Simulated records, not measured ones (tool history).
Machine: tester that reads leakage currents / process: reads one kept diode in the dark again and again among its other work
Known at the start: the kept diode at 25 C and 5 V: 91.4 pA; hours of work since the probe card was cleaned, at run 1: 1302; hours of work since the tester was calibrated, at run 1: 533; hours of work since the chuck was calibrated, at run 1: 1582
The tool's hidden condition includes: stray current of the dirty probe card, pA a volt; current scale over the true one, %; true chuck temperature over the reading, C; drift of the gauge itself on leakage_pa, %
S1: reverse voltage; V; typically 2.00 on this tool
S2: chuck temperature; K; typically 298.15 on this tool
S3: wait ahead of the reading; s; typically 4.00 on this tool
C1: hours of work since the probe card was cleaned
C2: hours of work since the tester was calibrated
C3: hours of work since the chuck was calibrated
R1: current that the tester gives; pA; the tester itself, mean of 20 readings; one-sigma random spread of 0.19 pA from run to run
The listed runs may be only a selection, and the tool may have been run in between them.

run	hour	S1	S2	S3	C1	C2	C3	R1
1	0.0	2.00	298.15	4.00	1302	533	1582	62.12
# hour 15.7: chuck's temperature calibrated
2	34.6	2.00	298.15	4.00	1325	556	13	61.87
3	65.1	2.00	298.15	4.00	1346	577	34	61.64
4	82.8	2.00	298.15	4.00	1358	589	47	61.65
5	110.6	2.00	298.15	4.00	1378	608	66	61.70
6	142.2	7.20	298.15	4.00	1400	630	88	107.25
7	169.7	7.20	298.15	4.00	1419	649	107	107.39
8	183.7	7.20	298.15	4.00	1428	659	117	107.11
9	208.8	7.20	298.15	4.00	1446	676	134	107.10
10	223.2	2.00	298.15	4.00	1456	686	144	62.08
11	256.5	2.00	298.15	4.00	1479	709	167	61.96
12	280.4	2.00	298.15	4.00	1495	726	184	61.62
13	296.9	2.00	298.15	0.41	1507	737	195	62.29
14	311.7	2.00	298.15	4.00	1517	748	205	61.98
15	328.9	2.00	306.15	4.00	1529	760	217	122.33
16	358.6	2.00	306.15	4.00	1550	780	238	122.33
17	381.5	2.00	306.15	4.00	1566	796	254	122.85
18	402.0	2.00	298.15	4.00	1580	810	268	61.88
19	421.6	2.00	298.15	4.18	1593	824	282	62.09
20	443.9	2.00	298.15	4.18	1609	839	297	62.21
21	470.9	2.00	298.15	4.18	1628	858	316	61.96
22	501.4	5.64	319.15	2.22	1649	879	337	537.74
23	526.8	5.64	325.15	6.43	1666	897	354	845.31
24	542.5	5.64	325.15	6.43	1677	908	365	845.34
25	567.6	8.84	332.15	4.00	1695	925	383	1692.49
# hour 592.0: probe card cleaned and baked
26	592.0	1.87	332.15	4.00	0	940	398	871.72
27	621.1	1.87	332.15	4.00	20	960	418	872.58
28	635.1	1.87	332.15	4.00	30	970	427	878.15
29	667.5	18.71	332.15	2.97	52	992	450	2327.91
30	686.0	15.84	318.15	2.09	65	1005	463	773.54
31	705.2	15.84	318.15	5.55	79	1019	476	772.33
32	737.3	11.59	298.15	4.00	101	1041	498	131.37
33	768.1	11.59	298.15	4.00	122	1062	520	131.02
34	787.8	11.59	298.15	4.00	136	1076	533	131.86
35	814.3	11.59	298.15	4.00	154	1094	552	131.74
36	828.8	1.41	293.15	0.48	164	1104	562	34.45
37	860.2	4.82	298.15	3.18	186	1126	584	89.93
38	889.6	3.76	319.15	1.82	206	1146	604	452.33
39	917.9	16.43	319.15	1.82	226	1166	624	849.92
40	933.8	2.00	299.15	4.00	237	1177	635	67.86
41	961.1	14.97	305.15	4.15	256	1196	654	267.08

What if the next run were any one of these 3? Each begins from the tool's condition after run 41:
A	975.5	2.29	298.15	4.00	266	1206	664	?
B	975.5	1.37	298.15	0.47	266	1206	664	?
C	975.5	8.34	294.15	0.36	266	1206	664	?

run	R1
A	65.67
B	52.78
C	83.18
Stripped of hidden state, with their random variation kept, the same runs would have yielded:
run	R1
A	65.64
B	52.76
C	83.12
